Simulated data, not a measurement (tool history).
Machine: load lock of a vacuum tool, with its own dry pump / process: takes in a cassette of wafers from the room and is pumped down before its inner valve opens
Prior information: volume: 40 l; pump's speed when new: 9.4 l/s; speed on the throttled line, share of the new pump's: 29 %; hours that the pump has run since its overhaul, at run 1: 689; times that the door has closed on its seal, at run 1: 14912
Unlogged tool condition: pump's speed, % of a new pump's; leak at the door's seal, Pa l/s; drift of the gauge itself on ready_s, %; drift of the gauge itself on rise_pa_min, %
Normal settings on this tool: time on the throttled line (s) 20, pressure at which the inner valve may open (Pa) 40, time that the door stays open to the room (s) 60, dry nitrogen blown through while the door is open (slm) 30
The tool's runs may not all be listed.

run,hour,time on the throttled line (s),pressure at which the inner valve may open (Pa),time that the door stays open to the room (s),dry nitrogen blown through while the door is open (slm),hours that the pump has run since its overhaul,times that the door has closed on its seal,"incoming humidity of the room's air, %",time from the closed door until the inner valve may open (s),rise of the pressure with all valves shut (Pa/min)
1,0.0,20,40,60,30,689,14912,42.7,47.9,0.023
2,92.8,20,40,60,30,782,15190,44.8,47.3,0.021
3,158.5,20,40,60,30,848,15387,45.0,47.4,0.022
4,245.1,20,40,29,30,934,15646,42.6,47.7,0.008
5,339.8,20,36,29,30,1029,15930,42.9,48.6,0.015
6,394.0,20,36,29,30,1083,16093,46.5,47.6,0.014
7,456.1,20,36,29,30,1145,16279,47.3,48.3,0.017
8,511.2,20,79,60,30,1200,16444,47.1,44.6,0.025
9,573.3,20,28,91,30,1262,16630,44.8,48.8,0.031
10,622.3,20,44,145,30,1311,16777,44.7,47.4,0.032
11,721.9,20,37,145,30,1411,17076,48.4,47.8,0.031
12,820.3,20,32,223,7,1509,17370,42.1,49.1,0.065
13,863.8,34,32,45,7,1553,17501,42.8,58.7,0.028
14,940.6,34,32,45,7,1630,17731,42.0,58.5,0.031
15,1044.3,34,32,45,7,1733,18042,45.9,59.1,0.036

Below are 5 alternative next runs, each starting from the tool's condition after run 15. Predict each:
A,1134.8,15,32,45,7,1824,18313,47.7,?,?
B,1134.8,14,40,94,13,1824,18313,42.3,?,?
C,1134.8,20,40,60,4,1824,18313,44.6,?,?
D,1134.8,32,30,60,9,1824,18313,44.6,?,?
E,1134.8,20,36,48,19,1824,18313,42.7,?,?

run,time from the closed door until the inner valve may open (s),rise of the pressure with all valves shut (Pa/min)
A,45.5,0.035
B,43.2,0.036
C,47.5,0.043
D,58.0,0.035
E,48.4,0.025
Without the tool's unlogged condition, the same runs would have read:
run,time from the closed door until the inner valve may open (s),rise of the pressure with all valves shut (Pa/min)
A,45.5,0.034
B,43.2,0.035
C,47.5,0.043
D,58.0,0.034
E,48.4,0.024
